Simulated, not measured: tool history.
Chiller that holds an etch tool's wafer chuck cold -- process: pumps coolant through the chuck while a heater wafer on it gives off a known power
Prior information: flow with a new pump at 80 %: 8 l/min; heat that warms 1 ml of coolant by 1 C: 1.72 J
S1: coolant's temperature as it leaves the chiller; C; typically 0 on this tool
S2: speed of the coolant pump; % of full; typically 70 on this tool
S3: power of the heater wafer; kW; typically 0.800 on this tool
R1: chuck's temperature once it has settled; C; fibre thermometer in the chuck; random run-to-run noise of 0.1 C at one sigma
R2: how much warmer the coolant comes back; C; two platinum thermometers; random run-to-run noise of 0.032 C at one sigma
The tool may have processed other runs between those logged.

run	hour	S1	S2	S3	R1	R2
1	0.0	0	70	0.800	7.6	4.00
2	33.7	0	70	0.785	7.5	3.96
3	92.7	0	70	0.785	7.6	3.95
4	144.8	0	70	0.785	7.5	3.98
5	188.8	0	70	0.785	7.5	4.00
6	242.9	0	70	0.800	7.9	4.05
7	300.6	0	70	0.800	7.8	4.04
8	342.7	0	70	0.800	7.7	4.07
9	373.6	-5	70	0.800	2.7	4.04
# hour 384.0: coolant pump overhauled
10	406.7	-5	70	0.800	2.5	4.07
11	434.7	9	70	0.800	16.8	4.08
12	461.4	9	70	0.800	16.9	4.08
# hour 488.8: coolant pump overhauled, once more
13	526.1	9	70	0.800	16.7	4.05
14	567.2	9	70	0.800	16.7	3.95
15	606.5	9	70	0.800	16.6	3.99
16	662.4	0	79	0.800	7.2	3.53
17	717.1	0	79	0.800	7.2	3.56
18	759.8	-3	70	0.412	1.1	2.10
19	819.9	0	61	1.191	12.4	6.74
20	874.9	2	91	0.739	8.2	2.90
21	902.3	4	70	0.800	11.7	4.05
22	956.5	0	70	0.810	7.9	3.98
23	1009.4	0	70	1.083	10.4	5.40
24	1070.8	0	70	1.161	11.3	5.78
25	1124.5	0	70	1.161	11.3	5.86
26	1182.0	0	70	1.161	11.1	5.77
27	1238.3	2	70	1.161	13.2	5.88
28	1271.0	-2	72	1.134	9.0	5.54
29	1315.3	-2	89	1.108	7.3	4.40
30	1364.5	-1	62	0.514	4.6	2.91
31	1418.8	-1	62	0.514	4.5	2.98

Predict each of these 5 candidate next runs independently; none follows another, all start after run 31:
A	1461.3	-3	96	0.653	?	?
B	1461.3	2	68	0.831	?	?
C	1461.3	0	70	0.439	?	?
D	1461.3	3	71	0.746	?	?
E	1461.3	0	70	0.525	?	?

run	R1	R2
A	2.4	2.39
B	10.3	4.38
C	4.3	2.21
D	10.3	3.68
E	5.3	2.63
With the hidden condition removed and each run's random variation left untouched, the same runs would have given:
run	R1	R2
A	2.0	2.36
B	9.8	4.33
C	3.9	2.18
D	9.8	3.63
E	4.9	2.60
